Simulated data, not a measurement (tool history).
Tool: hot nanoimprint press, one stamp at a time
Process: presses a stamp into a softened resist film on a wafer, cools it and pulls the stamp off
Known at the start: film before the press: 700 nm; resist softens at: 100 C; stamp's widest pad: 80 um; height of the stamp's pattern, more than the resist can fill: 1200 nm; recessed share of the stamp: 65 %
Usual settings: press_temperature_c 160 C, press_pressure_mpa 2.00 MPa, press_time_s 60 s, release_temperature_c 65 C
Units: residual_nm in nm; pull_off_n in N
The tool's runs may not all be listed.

run     day  press_temperature_c  press_pressure_mpa  press_time_s  release_temperature_c  residual_nm  pull_off_n
  1   0.000                  160                2.00            60                     65        252.5         242
  2   0.396                  160                1.76            60                     65        268.8         233
  3   0.896                  160                1.76            60                     65        269.2         240
  4   1.288                  160                1.76            60                     65        268.4         242
  5   1.938                  160                2.00            74                     65        231.5         228
  6   2.412                  160                2.00            74                     65        231.8         242
  7   3.004                  160                2.00            74                     65        227.7         236
  8   3.629                  160                2.00            60                     65        254.7         235
  9   4.054                  160                2.00            60                     65        252.1         233
 10   4.592                  160                2.00            49                     65        275.8         235
 11   5.192                  160                2.00            49                     65        274.5         232
      5.975  -- stamp cleaned and given a new release coat
 12   6.054                  151                2.00            49                     65        425.2         243
 13   6.612                  151                2.00            49                     65        433.0         228
 14   7.221                  151                2.00            49                     65        430.6         229
 15   7.575                  160                1.60            60                     65        279.8         234
 16   7.896                  160                1.60            60                     65        278.9         234
 17   8.192                  164                2.56            60                     65        179.4         231
 18   8.504                  164                2.56            60                     65        179.3         234
 19   9.062                  164                2.56            95                     65        144.6         233
 20   9.475                  164                2.56            95                     65        146.5         237
 21   9.821                  169                2.56            56                     69        142.4         205
 22  10.421                  169                2.56            56                     69        141.9         206
 23  10.967                  149                2.00           103                     69        369.8         210
 24  11.450                  149                1.52           103                     56        414.3         295
 25  11.871                  168                1.52           103                     69        147.0         205
 26  12.571                  167                1.39            31                     65        275.8         236
 27  13.067                  155                2.00            41                     65        379.7         232
 28  13.608                  151                1.56            37                     62        497.9         249
 29  13.917                  160                2.00            68                     57        236.7         283

Forecast each of these 3 alternatives for the next run:
  A  14.346                  161                1.42            39                     65            ?           ?
  B  14.346                  156                2.00            85                     65            ?           ?
  C  14.346                  160                1.83            36                     65            ?           ?

run  residual_nm  pull_off_n
  A        332.8         222
  B        272.3         226
  C        322.9         228
Without the tool's hidden state the same runs would have given:
run  residual_nm  pull_off_n
  A        332.0         221
  B        271.5         225
  C        322.1         227
